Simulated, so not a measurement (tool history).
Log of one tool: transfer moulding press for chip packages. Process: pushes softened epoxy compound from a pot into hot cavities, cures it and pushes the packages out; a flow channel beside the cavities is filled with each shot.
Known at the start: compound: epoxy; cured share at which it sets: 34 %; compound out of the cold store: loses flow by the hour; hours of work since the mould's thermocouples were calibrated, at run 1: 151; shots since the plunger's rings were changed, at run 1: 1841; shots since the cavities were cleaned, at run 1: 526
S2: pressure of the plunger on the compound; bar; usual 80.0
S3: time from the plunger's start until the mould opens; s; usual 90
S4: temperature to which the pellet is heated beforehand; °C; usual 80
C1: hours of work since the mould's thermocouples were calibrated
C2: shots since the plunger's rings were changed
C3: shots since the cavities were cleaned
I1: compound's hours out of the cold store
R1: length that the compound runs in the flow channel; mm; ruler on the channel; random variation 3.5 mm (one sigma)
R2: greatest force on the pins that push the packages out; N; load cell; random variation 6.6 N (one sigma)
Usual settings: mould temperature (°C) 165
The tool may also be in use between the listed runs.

run 1 hour=0.0 | mould_temperature_(°C)=165 S2=80.0 S3=90 S4=80 | C1=151 C2=1841 C3=526 | I1=16.9 | R1=955 R2=371
run 2 hour=13.8 | mould_temperature_(°C)=165 S2=80.0 S3=90 S4=80 | C1=158 C2=1965 C3=650 | I1=14.5 | R1=959 R2=382
run 3 hour=26.9 | mould_temperature_(°C)=165 S2=80.0 S3=90 S4=80 | C1=164 C2=2084 C3=769 | I1=45.5 | R1=865 R2=372
run 4 hour=39.1 | mould_temperature_(°C)=165 S2=80.0 S3=90 S4=80 | C1=170 C2=2193 C3=878 | I1=45.2 | R1=865 R2=391
run 5 hour=49.7 | mould_temperature_(°C)=165 S2=80.0 S3=90 S4=80 | C1=176 C2=2289 C3=974 | I1=21.4 | R1=933 R2=403
-- hour=55.9 cavities cleaned with cleaning compound and waxed
run 6 hour=61.1 | mould_temperature_(°C)=165 S2=80.0 S3=90 S4=80 | C1=180 C2=2379 C3=47 | I1=20.3 | R1=935 R2=277
run 7 hour=69.1 | mould_temperature_(°C)=165 S2=80.0 S3=90 S4=80 | C1=184 C2=2451 C3=119 | I1=20.2 | R1=930 R2=294
run 8 hour=76.6 | mould_temperature_(°C)=165 S2=80.0 S3=90 S4=80 | C1=188 C2=2518 C3=186 | I1=42.1 | R1=872 R2=304
run 9 hour=90.1 | mould_temperature_(°C)=165 S2=80.0 S3=90 S4=80 | C1=194 C2=2640 C3=308 | I1=28.5 | R1=907 R2=325
run 10 hour=97.2 | mould_temperature_(°C)=165 S2=80.0 S3=90 S4=80 | C1=198 C2=2704 C3=372 | I1=26.9 | R1=905 R2=338
run 11 hour=107.6 | mould_temperature_(°C)=165 S2=80.0 S3=90 S4=80 | C1=203 C2=2798 C3=466 | I1=44.1 | R1=858 R2=354
-- hour=110.8 plunger's sealing rings changed
run 12 hour=121.8 | mould_temperature_(°C)=165 S2=80.0 S3=90 S4=90 | C1=209 C2=100 C3=572 | I1=20.1 | R1=971 R2=351
run 13 hour=133.0 | mould_temperature_(°C)=165 S2=80.0 S3=129 S4=80 | C1=214 C2=200 C3=672 | I1=23.8 | R1=962 R2=286
run 14 hour=144.9 | mould_temperature_(°C)=165 S2=61.2 S3=90 S4=80 | C1=220 C2=308 C3=780 | I1=28.4 | R1=821 R2=394
run 15 hour=155.3 | mould_temperature_(°C)=165 S2=80.0 S3=90 S4=80 | C1=225 C2=401 C3=873 | I1=12.6 | R1=986 R2=411
run 16 hour=168.2 | mould_temperature_(°C)=163 S2=80.0 S3=90 S4=82 | C1=231 C2=518 C3=990 | I1=9.4 | R1=1005 R2=468
-- hour=172.9 cavities cleaned with cleaning compound and waxed
run 17 hour=183.3 | mould_temperature_(°C)=163 S2=74.6 S3=91 S4=71 | C1=238 C2=640 C3=94 | I1=14.9 | R1=945 R2=332
run 18 hour=191.1 | mould_temperature_(°C)=163 S2=74.6 S3=99 S4=71 | C1=242 C2=710 C3=164 | I1=38.2 | R1=882 R2=294
run 19 hour=197.5 | mould_temperature_(°C)=172 S2=62.1 S3=90 S4=78 | C1=245 C2=768 C3=222 | I1=47.2 | R1=762 R2=237
run 20 hour=205.3 | mould_temperature_(°C)=172 S2=62.1 S3=90 S4=78 | C1=249 C2=838 C3=292 | I1=22.7 | R1=823 R2=247
run 21 hour=218.6 | mould_temperature_(°C)=165 S2=98.5 S3=97 S4=77 | C1=255 C2=959 C3=413 | I1=37.9 | R1=1003 R2=298
run 22 hour=233.1 | mould_temperature_(°C)=165 S2=98.5 S3=97 S4=77 | C1=262 C2=1089 C3=543 | I1=34.9 | R1=1002 R2=318
run 23 hour=243.4 | mould_temperature_(°C)=171 S2=64.1 S3=91 S4=75 | C1=267 C2=1183 C3=637 | I1=16.4 | R1=848 R2=307
run 24 hour=254.6 | mould_temperature_(°C)=158 S2=99.6 S3=112 S4=76 | C1=273 C2=1283 C3=737 | I1=11.6 | R1=1116 R2=403
run 25 hour=266.3 | mould_temperature_(°C)=162 S2=82.2 S3=87 S4=80 | C1=278 C2=1389 C3=843 | I1=13.4 | R1=986 R2=550
run 26 hour=279.1 | mould_temperature_(°C)=160 S2=80.0 S3=72 S4=86 | C1=285 C2=1504 C3=958 | I1=47.0 | R1=878 R2=884
-- hour=288.0 cavities cleaned with cleaning compound and waxed
run 27 hour=294.0 | mould_temperature_(°C)=168 S2=80.9 S3=72 S4=86 | C1=291 C2=1625 C3=54 | I1=14.0 | R1=962 R2=374
run 28 hour=309.5 | mould_temperature_(°C)=166 S2=80.9 S3=72 S4=86 | C1=299 C2=1765 C3=194 | I1=30.1 | R1=913 R2=456
run 29 hour=321.1 | mould_temperature_(°C)=163 S2=74.0 S3=82 S4=84 | C1=304 C2=1869 C3=298 | I1=12.7 | R1=930 R2=463

Hidden state at the last listed run before each entry between runs and at the first one after, where it differs:
Between runs 5 and 6: cavities cleaned with cleaning compound and waxed (hour 55.9)
  true mould temperature over the reading, C: 0.4 -> 0.41; pressure that reaches the compound, % of what is set: 92.73 -> 92.41; grip of the stained cavities, % over clean ones': 57.9 -> 5.8
  measured less the result without the state, R1: -37 -> -39 mm; R2: +141 -> +9 N
Between runs 11 and 12: plunger's sealing rings changed (hour 110.8)
  true mould temperature over the reading, C: 0.46 -> 0.47; pressure that reaches the compound, % of what is set: 91 -> 99.42; grip of the stained cavities, % over clean ones': 36.5 -> 42
  measured less the result without the state, R1: -42 -> -4 mm; R2: +85 -> +98 N
Between runs 16 and 17: cavities cleaned with cleaning compound and waxed (hour 172.9)
  true mould temperature over the reading, C: 0.52 -> 0.53; pressure that reaches the compound, % of what is set: 98.02 -> 97.61; grip of the stained cavities, % over clean ones': 58.5 -> 10.3
  measured less the result without the state, R1: -12 -> -13 mm; R2: +161 -> +19 N
Between runs 26 and 27: cavities cleaned with cleaning compound and waxed (hour 288.0)
  true mould temperature over the reading, C: 0.63 -> 0.64; pressure that reaches the compound, % of what is set: 94.75 -> 94.34; grip of the stained cavities, % over clean ones': 57.2 -> 8.2
  measured less the result without the state, R1: -25 -> -30 mm; R2: +299 -> +12 N
